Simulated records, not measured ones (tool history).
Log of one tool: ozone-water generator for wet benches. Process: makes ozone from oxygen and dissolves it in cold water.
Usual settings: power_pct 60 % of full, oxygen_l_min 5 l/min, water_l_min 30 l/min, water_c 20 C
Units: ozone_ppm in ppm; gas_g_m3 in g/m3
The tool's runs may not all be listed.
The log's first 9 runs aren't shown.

run	day	power_pct	oxygen_l_min	water_l_min	water_c	ozone_ppm	gas_g_m3
10	52.738	60	5	30	20	16.9	214.5
11	57.904	67	5	30	20	17.9	229.5
12	65.617	60	5	30	17	17	210.6
13	71.821	60	5	30	17	17.2	212.1
14	79.096	60	5	30	17	16.9	210
15	86.979	60	5	30	17	17	210.3
16	92.492	60	5	30	17	17.1	209.7
17	100.058	60	5	30	20	16.4	208.4
18	105.804	60	5	30	20	16.3	208.2
19	110.504	60	5	30	20	16.2	208.7
20	117.367	60	5	39	23	12.5	209.5
21	120.875	60	3.91	44	20	10.4	228.2
22	127.962	91	7.34	30	20	23	235.9
23	135.896	60	7.96	30	22	17.4	176.2
24	143.283	88	3.98	39	20	14.8	286.3
25	147.838	88	2.52	39	24	11.9	340.2
26	151.608	88	2.53	39	24	12	338.3
27	157.95	60	5	24	25	17.6	206.9
28	163.271	60	5	24	25	17.3	205.2
29	171.25	60	5	30	15	16.3	203
30	179.588	44	5	30	20	12.7	168
31	184.583	60	2.99	30	23	12.8	248.2
32	190.662	100	2.99	30	23	17.5	343.3
33	195.462	41	3.24	41	12	8.1	187.3
34	200.521	41	7.77	18	18	19.6	135.9

3 ways to go on from here, each from the tool as it stands after run 34. What would each give?
A	206.496	41	7.77	18	21	?	?
B	206.496	69	3.48	29	18	?	?
C	206.496	41	3.84	21	18	?	?

run	ozone_ppm	gas_g_m3
A	18.4	135.4
B	15.6	254.2
C	15.4	174.1
Without the tool's hidden state the same runs would have given:
run	ozone_ppm	gas_g_m3
A	21.2	149.2
B	19.1	296
C	17.8	191.8

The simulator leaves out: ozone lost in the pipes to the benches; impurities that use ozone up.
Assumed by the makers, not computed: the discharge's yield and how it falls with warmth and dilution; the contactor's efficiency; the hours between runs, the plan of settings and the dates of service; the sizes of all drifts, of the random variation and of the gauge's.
